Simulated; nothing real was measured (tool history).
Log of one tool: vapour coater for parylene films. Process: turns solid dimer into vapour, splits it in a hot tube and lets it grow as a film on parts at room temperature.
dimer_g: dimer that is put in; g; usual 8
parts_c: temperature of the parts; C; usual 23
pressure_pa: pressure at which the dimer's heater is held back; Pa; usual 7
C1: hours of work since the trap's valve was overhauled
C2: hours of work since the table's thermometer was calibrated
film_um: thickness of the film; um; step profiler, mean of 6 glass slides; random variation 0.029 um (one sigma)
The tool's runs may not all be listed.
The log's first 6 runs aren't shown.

{"run": 7, "day": 2.738, "dimer_g": 8, "parts_c": 17, "pressure_pa": 7, "C1": 13, "C2": 135, "film_um": 3.33}
{"run": 8, "day": 3.1, "dimer_g": 8, "parts_c": 23, "pressure_pa": 2.9, "C1": 20, "C2": 142, "film_um": 3.24}
{"run": 9, "day": 3.612, "dimer_g": 5, "parts_c": 23, "pressure_pa": 7, "C1": 31, "C2": 153, "film_um": 1.67}
{"run": 10, "day": 4.162, "dimer_g": 8, "parts_c": 23, "pressure_pa": 7, "C1": 43, "C2": 165, "film_um": 2.68}
{"run": 11, "day": 4.621, "dimer_g": 6, "parts_c": 23, "pressure_pa": 7, "C1": 52, "C2": 174, "film_um": 1.99}
{"run": 12, "day": 5.325, "dimer_g": 6, "parts_c": 23, "pressure_pa": 7, "C1": 67, "C2": 189, "film_um": 1.99}
{"run": 13, "day": 5.796, "dimer_g": 6, "parts_c": 23, "pressure_pa": 7, "C1": 77, "C2": 199, "film_um": 1.97}
{"run": 14, "day": 6.367, "dimer_g": 6, "parts_c": 23, "pressure_pa": 7, "C1": 89, "C2": 211, "film_um": 2}
{"run": 15, "day": 6.808, "dimer_g": 6, "parts_c": 23, "pressure_pa": 7, "C1": 98, "C2": 220, "film_um": 2.03}
{"run": 16, "day": 7.117, "dimer_g": 6, "parts_c": 23, "pressure_pa": 7, "C1": 105, "C2": 227, "film_um": 2}
{"run": 17, "day": 7.492, "dimer_g": 5, "parts_c": 23, "pressure_pa": 7, "C1": 113, "C2": 235, "film_um": 1.63}
{"run": 18, "day": 7.938, "dimer_g": 5, "parts_c": 23, "pressure_pa": 7, "C1": 122, "C2": 244, "film_um": 1.62}
{"run": 19, "day": 8.367, "dimer_g": 5, "parts_c": 23, "pressure_pa": 2.54, "C1": 131, "C2": 253, "film_um": 2.05}
{"run": 20, "day": 8.95, "dimer_g": 5, "parts_c": 23, "pressure_pa": 2.54, "C1": 143, "C2": 265, "film_um": 2.01}

The next listed run, before its measurement:
{"run": 21, "day": 9.562, "dimer_g": 5, "parts_c": 23, "pressure_pa": 2.54, "C1": 156, "C2": 278, "film_um": "?"}

{"run 21": {"film_um": 1.99}}
Without the tool's hidden state the same run would have given film_um 2.08 um.
